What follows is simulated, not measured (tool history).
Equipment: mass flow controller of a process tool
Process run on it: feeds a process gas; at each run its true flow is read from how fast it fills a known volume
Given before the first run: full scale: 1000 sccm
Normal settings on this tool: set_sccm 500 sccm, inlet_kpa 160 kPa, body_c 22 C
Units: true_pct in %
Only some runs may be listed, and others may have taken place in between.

run    hour  set_sccm  inlet_kpa  body_c  true_pct
  1     0.0       500        160      22     98.74
  2   134.2       500        159      22     98.90
  3   201.5       500        160      22     98.74
  4   279.2       500        160      22     98.72
  5   382.6       579        160      22     99.23
  6   470.7       579        160      22     99.29
  7   577.2       500        160      22     98.73
  8   643.6       493        160      22     98.81
  9   713.9       493        160      22     98.75
 10   806.7       500        168      22     98.68
 11   868.9       500        168      22     98.71
 12   940.4       878        168      22    100.20
 13  1013.3       878        168      22    100.19
 14  1141.9       878        168      22    100.34
 15  1265.2       500        181      22     98.70
 16  1373.4       678        160      22     99.66
 17  1432.2       500        160      22     98.72
 18  1554.0       500        160      22     98.76
 19  1668.8       500        160      22     98.91
 20  1749.5       500        160      22     98.61
 21  1886.8       500        160      22     98.60
 22  2005.4       500        160      22     98.68
 23  2095.5       213        191      34     95.63
 24  2157.1       443        191      34     98.54
 25  2232.7       153        160      22     93.67
 26  2353.2       925        160      25    100.74
 27  2423.6       925        160      25    100.66
 28  2491.6       925        160      25    100.67
 29  2550.6       500        270      22     98.41
 30  2635.6       260        247      24     95.96
 31  2772.2       180        163      27     94.31
 32  2899.2       135        214      36     92.36
 33  3004.7       665        223      38     99.84
 34  3084.2       665        223      38     99.83
 35  3211.3       665        223      38     99.77
 36  3345.2       336        160      22     97.14
 37  3485.9       106        191      22     89.29
 38  3611.6       258        160      36     96.30
 39  3740.6       440        143      36     98.53

Selected run-to-run steps in true_pct, each split into two signed amounts: the part the tool would show with no hidden state at all (from settings, incoming material and random variation), and the remainder, which goes to the hidden state together with any gauge scatter not common to the measured and the hidden-state-free results:
The hidden state here: flow at rest that the sensor doesn't see, % of full scale; true flow over the shown one, %; drift of the gauge itself on true_pct, %.
Run 25 -> 26: set_sccm 153 -> 925, body_c 22 -> 25. true_pct +7.07 %: hidden state +5.20, all else +1.87.
Run 32 -> 33: set_sccm 135 -> 665, inlet_kpa 214 -> 223, body_c 36 -> 38. true_pct +7.48 %: hidden state +6.18, all else +1.30.
Run 36 -> 37: set_sccm 336 -> 106, inlet_kpa 160 -> 191. true_pct -7.85 %: hidden state -7.29, all else -0.56.
Run 37 -> 38: set_sccm 106 -> 258, inlet_kpa 191 -> 160, body_c 22 -> 36. true_pct +7.01 %: hidden state +6.21, all else +0.80.
